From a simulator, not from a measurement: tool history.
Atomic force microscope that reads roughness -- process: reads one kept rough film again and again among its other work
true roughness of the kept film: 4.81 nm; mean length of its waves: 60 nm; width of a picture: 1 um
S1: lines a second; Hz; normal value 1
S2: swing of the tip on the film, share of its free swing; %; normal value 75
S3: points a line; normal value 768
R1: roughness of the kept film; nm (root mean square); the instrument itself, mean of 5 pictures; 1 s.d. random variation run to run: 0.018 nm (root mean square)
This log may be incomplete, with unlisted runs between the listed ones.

{"run": 1, "day": 0.0, "S1": 1, "S2": 75, "S3": 768, "R1": 4.329}
{"run": 2, "day": 1.883, "S1": 1.37, "S2": 75, "S3": 768, "R1": 4.086}
{"run": 3, "day": 4.279, "S1": 1, "S2": 75, "S3": 404, "R1": 3.961}
{"day": 4.592, "done": "new tip fitted"}
{"run": 4, "day": 6.958, "S1": 1, "S2": 75, "S3": 404, "R1": 4.14}
{"run": 5, "day": 9.038, "S1": 1, "S2": 75, "S3": 404, "R1": 3.959}
{"day": 9.217, "done": "new tip fitted"}
{"run": 6, "day": 10.562, "S1": 1, "S2": 68, "S3": 768, "R1": 4.307}
{"run": 7, "day": 12.925, "S1": 1, "S2": 68, "S3": 768, "R1": 4.093}
{"day": 13.858, "done": "new tip fitted"}
{"run": 8, "day": 15.133, "S1": 1, "S2": 68, "S3": 768, "R1": 4.314}
{"run": 9, "day": 17.433, "S1": 1, "S2": 68, "S3": 768, "R1": 4.138}
{"day": 18.5, "done": "new tip fitted"}
{"run": 10, "day": 20.146, "S1": 1, "S2": 68, "S3": 768, "R1": 4.271}
{"run": 11, "day": 22.212, "S1": 1, "S2": 68, "S3": 768, "R1": 4.07}
{"day": 23.104, "done": "new tip fitted"}
{"run": 12, "day": 24.546, "S1": 1, "S2": 56, "S3": 768, "R1": 4.398}
{"run": 13, "day": 26.883, "S1": 1, "S2": 56, "S3": 768, "R1": 4.198}
{"day": 27.625, "done": "new tip fitted"}
{"run": 14, "day": 29.354, "S1": 1, "S2": 56, "S3": 768, "R1": 4.397}
{"run": 15, "day": 32.096, "S1": 1, "S2": 75, "S3": 927, "R1": 3.985}
{"day": 32.4, "done": "new tip fitted"}
{"run": 16, "day": 35.233, "S1": 1, "S2": 75, "S3": 927, "R1": 4.113}
{"day": 36.992, "done": "new tip fitted"}
{"run": 17, "day": 36.992, "S1": 1, "S2": 67, "S3": 768, "R1": 4.446}
{"run": 18, "day": 39.212, "S1": 1, "S2": 67, "S3": 768, "R1": 4.222}
{"day": 41.638, "done": "new tip fitted"}
{"run": 19, "day": 42.125, "S1": 1, "S2": 75, "S3": 768, "R1": 4.303}
{"run": 20, "day": 44.758, "S1": 1, "S2": 75, "S3": 768, "R1": 4.081}
{"day": 46.238, "done": "new tip fitted"}
{"run": 21, "day": 46.862, "S1": 3.73, "S2": 75, "S3": 1001, "R1": 3.702}
{"run": 22, "day": 49.738, "S1": 0.79, "S2": 84, "S3": 670, "R1": 4.018}
{"day": 50.775, "done": "new tip fitted"}
{"run": 23, "day": 51.262, "S1": 2.22, "S2": 61, "S3": 336, "R1": 4.289}
{"run": 24, "day": 54.05, "S1": 2.89, "S2": 69, "S3": 320, "R1": 3.844}
{"day": 55.433, "done": "new tip fitted"}
{"run": 25, "day": 56.825, "S1": 1.72, "S2": 78, "S3": 352, "R1": 3.987}
{"run": 26, "day": 59.171, "S1": 1.72, "S2": 78, "S3": 352, "R1": 3.786}
{"day": 60.029, "done": "new tip fitted"}
{"run": 27, "day": 61.825, "S1": 1.72, "S2": 78, "S3": 636, "R1": 3.956}
{"run": 28, "day": 63.338, "S1": 1, "S2": 75, "S3": 617, "R1": 4.067}
{"day": 64.675, "done": "new tip fitted"}
{"run": 29, "day": 65.308, "S1": 2, "S2": 67, "S3": 617, "R1": 4.243}
{"run": 30, "day": 67.929, "S1": 1, "S2": 85, "S3": 737, "R1": 3.922}
{"day": 69.288, "done": "new tip fitted"}
{"run": 31, "day": 69.975, "S1": 1, "S2": 79, "S3": 547, "R1": 4.227}
{"run": 32, "day": 71.379, "S1": 2.96, "S2": 75, "S3": 768, "R1": 3.782}
{"day": 73.933, "done": "new tip fitted"}
{"run": 33, "day": 74.621, "S1": 2.96, "S2": 75, "S3": 768, "R1": 3.879}
{"run": 34, "day": 77.629, "S1": 2.96, "S2": 75, "S3": 768, "R1": 3.638}
{"day": 78.558, "done": "new tip fitted"}
{"run": 35, "day": 79.862, "S1": 0.52, "S2": 78, "S3": 779, "R1": 4.376}
{"run": 36, "day": 82.529, "S1": 0.52, "S2": 78, "S3": 779, "R1": 4.139}
{"day": 83.125, "done": "new tip fitted"}
{"run": 37, "day": 84.367, "S1": 1, "S2": 79, "S3": 752, "R1": 4.185}
{"run": 38, "day": 87.2, "S1": 2.32, "S2": 79, "S3": 752, "R1": 3.632}
{"day": 87.779, "done": "new tip fitted"}
{"run": 39, "day": 90.408, "S1": 2.12, "S2": 67, "S3": 752, "R1": 4.087}

For each run, the measured value with the value that run would have given without the tool's hidden condition subtracted. The run-to-run variation is shared by both, the gauge scatter possibly not:
The hidden state here: radius of the tip, nm; height scale over the true one, %; drift of the gauge itself on roughness_nm, %.
run=1 R1=+0.012
run=2 R1=-0.146
run=3 R1=-0.336
run=4 R1=-0.187
run=5 R1=-0.34
run=6 R1=-0.099
run=7 R1=-0.29
run=8 R1=-0.077
run=9 R1=-0.261
run=10 R1=-0.123
run=11 R1=-0.293
run=12 R1=-0.089
run=13 R1=-0.267
run=14 R1=-0.108
run=15 R1=-0.321
run=16 R1=-0.197
run=17 R1=+0.041
run=18 R1=-0.164
run=19 R1=-0.006
run=20 R1=-0.229
run=21 R1=-0.005
run=22 R1=-0.236
run=23 R1=-0.01
run=24 R1=-0.212
run=25 R1=-0.07
run=26 R1=-0.276
run=27 R1=-0.091
run=28 R1=-0.226
run=29 R1=-0.012
run=30 R1=-0.22
run=31 R1=-0.004
run=32 R1=-0.109
run=33 R1=-0.004
run=34 R1=-0.211
run=35 R1=-0.06
run=36 R1=-0.287
run=37 R1=-0.037
run=38 R1=-0.253
run=39 R1=-0.144
